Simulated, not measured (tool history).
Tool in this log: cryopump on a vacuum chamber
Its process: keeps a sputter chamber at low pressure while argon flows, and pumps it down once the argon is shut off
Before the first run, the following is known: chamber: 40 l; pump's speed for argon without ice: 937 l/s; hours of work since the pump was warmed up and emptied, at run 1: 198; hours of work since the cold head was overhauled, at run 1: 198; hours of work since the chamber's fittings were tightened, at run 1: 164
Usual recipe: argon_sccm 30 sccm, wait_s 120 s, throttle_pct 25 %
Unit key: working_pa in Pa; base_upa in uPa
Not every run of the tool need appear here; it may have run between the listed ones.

run,hour,argon_sccm,wait_s,throttle_pct,hours of work since the pump was warmed up and emptied,hours of work since the cold head was overhauled,hours of work since the chamber's fittings were tightened,working_pa,base_upa
1,0.0,30,120,25,198,198,164,0.2177,1.31
2,35.9,30,120,25,215,215,181,0.2193,1.35
3,68.3,39,120,25,230,230,196,0.2825,1.35
4,105.3,30,25,25,247,247,213,0.2187,5.19
5,121.4,30,25,25,255,255,221,0.2178,5.14
6,153.0,30,25,25,270,270,236,0.2186,4.87
7,171.6,30,25,25,278,278,244,0.2181,4.94
8,199.1,30,25,25,291,291,257,0.2197,5.09
9,231.5,30,25,25,306,306,273,0.2205,5.10
10,250.4,30,25,45,315,315,281,0.1223,5.11
11,268.6,30,25,45,324,324,290,0.1230,5.24
12,295.8,30,120,25,337,337,303,0.2193,1.39
13,324.3,30,120,41,350,350,316,0.1351,1.42
14,359.6,30,120,41,367,367,333,0.1354,1.40
15,388.1,27,120,25,380,380,346,0.1989,1.38
16,415.5,30,120,25,393,393,359,0.2196,1.40
17,448.8,30,120,25,408,408,375,0.2209,1.32
18,470.2,19,120,39,418,418,385,0.0897,1.35
19,499.1,24,276,20,432,432,398,0.2190,0.82
20,526.1,30,276,31,445,445,411,0.1770,0.79
21,547.3,32,154,26,455,455,421,0.2262,1.13
22,574.7,32,154,26,468,468,434,0.2260,1.14
23,602.3,32,154,26,480,480,447,0.2281,1.14
24,630.6,32,154,26,494,494,460,0.2257,1.21
25,660.8,57,154,25,508,508,474,0.4203,1.19
26,689.3,57,154,17,521,521,487,0.6143,1.16
27,723.4,47,33,45,537,537,503,0.1960,3.97
28,746.9,47,33,45,548,548,514,0.1947,4.03
29,767.4,19,282,19,558,558,524,0.1837,0.85
30,793.4,59,120,25,570,570,536,0.4370,1.47
31,816.8,59,108,17,581,581,547,0.6409,1.52

Run 32 is up next; what results do you expect?
32,849.1,59,108,17,596,596,562,?,?

Run 32 yielded working_pa 0.6366 Pa, base_upa 1.53 uPa.
Had the tool carried no hidden state, the very same run would have given working_pa 0.6263 Pa, base_upa 1.41 uPa.
